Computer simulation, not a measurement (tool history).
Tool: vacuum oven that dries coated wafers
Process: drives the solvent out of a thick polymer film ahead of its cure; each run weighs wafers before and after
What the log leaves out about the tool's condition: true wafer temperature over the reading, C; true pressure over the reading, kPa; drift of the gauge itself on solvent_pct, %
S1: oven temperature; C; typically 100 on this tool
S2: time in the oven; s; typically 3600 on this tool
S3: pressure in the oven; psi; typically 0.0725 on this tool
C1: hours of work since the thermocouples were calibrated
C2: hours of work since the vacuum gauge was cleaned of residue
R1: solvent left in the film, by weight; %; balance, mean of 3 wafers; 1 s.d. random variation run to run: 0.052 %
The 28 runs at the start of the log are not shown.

Run 29, hour 1274.9: usual settings but S1 88 C, S3 0.0451 psi; C1 978; C2 33. Result: R1 3.44 %.
Run 30, hour 1328.1: usual settings but S2 6360 s, S3 0.1005 psi; C1 1004; C2 59. Result: R1 0.89 %.
Run 31, hour 1368.5: usual settings but S1 104 C, S2 6360 s; C1 1023; C2 78. Result: R1 0.48 %.
Run 32, hour 1413.1: usual settings but S2 4020 s, S3 0.0535 psi; C1 1044; C2 99. Result: R1 1.35 %.
Run 33, hour 1452.2: usual settings but S1 113 C, S2 2520 s, S3 0.1453 psi; C1 1062; C2 117. Result: R1 1.50 %.
Run 34, hour 1504.2: usual settings but S1 113 C, S2 2520 s, S3 0.1453 psi; C1 1087; C2 142. Result: R1 1.61 %.
Run 35, hour 1541.7: usual settings but S2 3120 s; C1 1105; C2 159. Result: R1 2.19 %.
Run 36, hour 1576.9: usual settings but S3 0.0980 psi; C1 1121; C2 176. Result: R1 2.03 %.
At hour 1599.8: oven's thermocouples calibrated.
Run 37, hour 1620.7: usual settings but S1 107 C, S2 2580 s, S3 0.2605 psi; C1 10; C2 196. Result: R1 2.37 %.
Run 38, hour 1684.7: usual settings but S1 85 C, S2 2220 s, S3 0.0432 psi; C1 40; C2 226. Result: R1 5.45 %.
Run 39, hour 1728.8: usual settings but S1 85 C, S2 2220 s, S3 0.0432 psi; C1 61; C2 247. Result: R1 5.66 %.
Run 40, hour 1761.7: usual settings but S1 85 C, S2 1800 s, S3 0.0687 psi; C1 77; C2 262. Result: R1 6.56 %.
Run 41, hour 1805.4: usual settings but S1 112 C, S3 0.1519 psi; C1 97; C2 283. Result: R1 0.90 %.
Run 42, hour 1870.3: usual settings but S3 0.0381 psi; C1 128; C2 314. Result: R1 1.43 %.
Run 43, hour 1926.8: usual settings but S1 104 C, S2 5700 s, S3 0.0381 psi; C1 154; C2 340. Result: R1 0.41 %.
Run 44, hour 1958.6: usual settings but S1 104 C, S2 5700 s, S3 0.0381 psi; C1 170; C2 355. Result: R1 0.50 %.

5 ways to go on from here, each from the tool as it stands after run 44. What would each give?
Run A, hour 2023.8: usual settings but S1 104 C, S2 5460 s, S3 0.0381 psi; C1 200; C2 386. Result: R1 ?.
Run B, hour 2023.8: usual settings but S1 110 C, S2 2940 s; C1 200; C2 386. Result: R1 ?.
Run C, hour 2023.8: usual settings but S1 104 C, S2 5700 s, S3 0.1597 psi; C1 200; C2 386. Result: R1 ?.
Run D, hour 2023.8: usual settings but S1 101 C, S2 2160 s, S3 0.2141 psi; C1 200; C2 386. Result: R1 ?.
Run E, hour 2023.8: usual settings but S1 114 C, S2 5700 s, S3 0.0387 psi; C1 200; C2 386. Result: R1 ?.

run    R1
  A  0.31
  B  1.04
  C  0.99
  D  3.79
  E  0.18
With the hidden condition removed and each run's random variation left untouched, the same runs would have given:
run    R1
  A  0.24
  B  0.95
  C  0.91
  D  3.65
  E  0.14

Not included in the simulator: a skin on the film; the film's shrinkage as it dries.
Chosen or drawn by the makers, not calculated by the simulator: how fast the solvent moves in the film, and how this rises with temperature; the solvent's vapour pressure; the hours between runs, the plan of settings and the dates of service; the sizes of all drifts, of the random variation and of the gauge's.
